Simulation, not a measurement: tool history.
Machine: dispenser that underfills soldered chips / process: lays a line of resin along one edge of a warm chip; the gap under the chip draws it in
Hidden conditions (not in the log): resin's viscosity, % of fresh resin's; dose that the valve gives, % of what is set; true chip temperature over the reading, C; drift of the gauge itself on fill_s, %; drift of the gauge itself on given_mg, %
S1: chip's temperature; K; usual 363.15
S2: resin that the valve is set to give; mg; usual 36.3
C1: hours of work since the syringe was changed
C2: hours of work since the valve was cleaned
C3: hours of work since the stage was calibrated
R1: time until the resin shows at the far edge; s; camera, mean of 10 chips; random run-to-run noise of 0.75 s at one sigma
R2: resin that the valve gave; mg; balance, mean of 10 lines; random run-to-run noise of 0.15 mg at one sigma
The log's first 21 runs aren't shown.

{"hour": 181.4, "done": "new syringe of resin"}
{"run": 22, "hour": 187.5, "S1": 369.15, "S2": 39.5, "C1": 4, "C2": 19, "C3": 144, "R1": 75.0, "R2": 39.26}
{"hour": 193.6, "done": "new syringe of resin"}
{"run": 23, "hour": 198.0, "S1": 369.15, "S2": 39.5, "C1": 3, "C2": 25, "C3": 151, "R1": 68.8, "R2": 38.78}
{"run": 24, "hour": 203.8, "S1": 369.15, "S2": 39.5, "C1": 6, "C2": 29, "C3": 154, "R1": 94.4, "R2": 38.76}
{"hour": 205.0, "done": "new syringe of resin"}
{"run": 25, "hour": 213.0, "S1": 369.15, "S2": 39.5, "C1": 5, "C2": 35, "C3": 160, "R1": 81.8, "R2": 38.89}
{"hour": 216.4, "done": "new syringe of resin"}
{"run": 26, "hour": 219.7, "S1": 369.15, "S2": 39.5, "C1": 2, "C2": 39, "C3": 164, "R1": 63.5, "R2": 38.51}
{"run": 27, "hour": 224.8, "S1": 376.15, "S2": 35.5, "C1": 5, "C2": 42, "C3": 167, "R1": 66.1, "R2": 34.53}
{"hour": 228.4, "done": "new syringe of resin"}
{"run": 28, "hour": 230.9, "S1": 374.15, "S2": 35.5, "C1": 2, "C2": 45, "C3": 170, "R1": 51.0, "R2": 34.67}
{"run": 29, "hour": 236.6, "S1": 360.15, "S2": 33.4, "C1": 5, "C2": 49, "C3": 174, "R1": 119.4, "R2": 32.38}
{"hour": 239.8, "done": "new syringe of resin"}
{"run": 30, "hour": 246.1, "S1": 357.15, "S2": 45.3, "C1": 4, "C2": 55, "C3": 180, "R1": 112.6, "R2": 43.91}
{"hour": 251.3, "done": "new syringe of resin"}
{"run": 31, "hour": 253.2, "S1": 357.15, "S2": 45.3, "C1": 1, "C2": 59, "C3": 184, "R1": 88.5, "R2": 43.29}
{"hour": 262.9, "done": "new syringe of resin"}
{"run": 32, "hour": 263.7, "S1": 357.15, "S2": 45.3, "C1": 0, "C2": 65, "C3": 190, "R1": 84.7, "R2": 43.32}
{"run": 33, "hour": 273.1, "S1": 357.15, "S2": 45.3, "C1": 6, "C2": 71, "C3": 196, "R1": 139.4, "R2": 43.33}
{"hour": 274.6, "done": "new syringe of resin"}
{"run": 34, "hour": 281.7, "S1": 372.15, "S2": 31.5, "C1": 4, "C2": 76, "C3": 201, "R1": 74.0, "R2": 29.91}
{"hour": 286.5, "done": "new syringe of resin"}
{"run": 35, "hour": 289.5, "S1": 351.15, "S2": 42.0, "C1": 2, "C2": 81, "C3": 206, "R1": 120.3, "R2": 39.64}

Consider 3 possible next runs. They are alternatives, not a sequence: every one starts from the tool as it was left by run 35. What does each give?
{"hour": 298.4, "done": "new syringe of resin"}
{"run": "A", "hour": 301.0, "S1": 351.15, "S2": 36.3, "C1": 2, "C2": 88, "C3": 213, "R1": "?", "R2": "?"}
{"hour": 298.4, "done": "new syringe of resin"}
{"run": "B", "hour": 301.0, "S1": 364.15, "S2": 35.3, "C1": 2, "C2": 88, "C3": 213, "R1": "?", "R2": "?"}
{"hour": 298.4, "done": "new syringe of resin"}
{"run": "C", "hour": 301.0, "S1": 376.15, "S2": 34.7, "C1": 2, "C2": 88, "C3": 213, "R1": "?", "R2": "?"}

run=A R1=121.4 R2=34.28
run=B R1=74.3 R2=33.41
run=C R1=48.5 R2=32.84
Take away the tool's hidden state, keep each run's random variation, and the runs would have read:
run=A R1=108.9 R2=36.30
run=B R1=66.5 R2=35.38
run=C R1=43.3 R2=34.78
